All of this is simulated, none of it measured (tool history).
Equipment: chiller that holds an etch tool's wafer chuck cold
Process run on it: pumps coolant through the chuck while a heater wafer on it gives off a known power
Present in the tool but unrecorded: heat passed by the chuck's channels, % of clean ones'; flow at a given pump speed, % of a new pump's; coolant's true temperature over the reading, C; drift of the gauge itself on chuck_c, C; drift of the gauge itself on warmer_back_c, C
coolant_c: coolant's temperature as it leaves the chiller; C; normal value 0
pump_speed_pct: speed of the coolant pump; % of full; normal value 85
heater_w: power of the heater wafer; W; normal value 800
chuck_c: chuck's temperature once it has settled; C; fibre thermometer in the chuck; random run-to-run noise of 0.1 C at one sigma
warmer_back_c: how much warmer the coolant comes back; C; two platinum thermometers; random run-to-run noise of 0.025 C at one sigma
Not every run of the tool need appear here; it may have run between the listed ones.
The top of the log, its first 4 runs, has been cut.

run,hour,coolant_c,pump_speed_pct,heater_w,hours since the coolant was changed and the channels were flushed,hours since the pump was overhauled,hours since the chiller's thermometer was calibrated,chuck_c,warmer_back_c
5,160.5,0,85,800,3283,838,254,7.0,3.17
6,184.2,0,85,800,3307,862,277,7.1,3.19
7,222.1,0,85,800,3345,900,315,7.2,3.19
8,249.8,0,85,800,3373,927,343,7.2,3.21
9,294.8,0,85,800,3418,972,388,7.1,3.19
10,325.9,-3,85,800,3449,1003,419,4.1,3.23
11,360.8,0,83,800,3484,1038,454,7.4,3.29
12,387.1,0,83,800,3510,1065,480,7.4,3.31
13,408.1,-6,83,800,3531,1086,501,1.4,3.30
14,459.1,-6,83,800,3582,1137,552,1.5,3.30
15,481.6,0,85,440,3605,1159,575,3.9,1.81
16,504.8,0,85,845,3628,1182,598,7.5,3.39
17,532.0,-8,90,760,3655,1210,625,-1.7,2.92

Run 18 comes next. What will it give?
18,566.0,-8,90,760,3689,1244,659,?,?

{"run 18": {"chuck_c": -1.5, "warmer_back_c": 2.84}}
Were there no unlogged condition in the tool, this run, its random variation unchanged, would have produced chuck_c -2.0 C, warmer_back_c 2.82 C.

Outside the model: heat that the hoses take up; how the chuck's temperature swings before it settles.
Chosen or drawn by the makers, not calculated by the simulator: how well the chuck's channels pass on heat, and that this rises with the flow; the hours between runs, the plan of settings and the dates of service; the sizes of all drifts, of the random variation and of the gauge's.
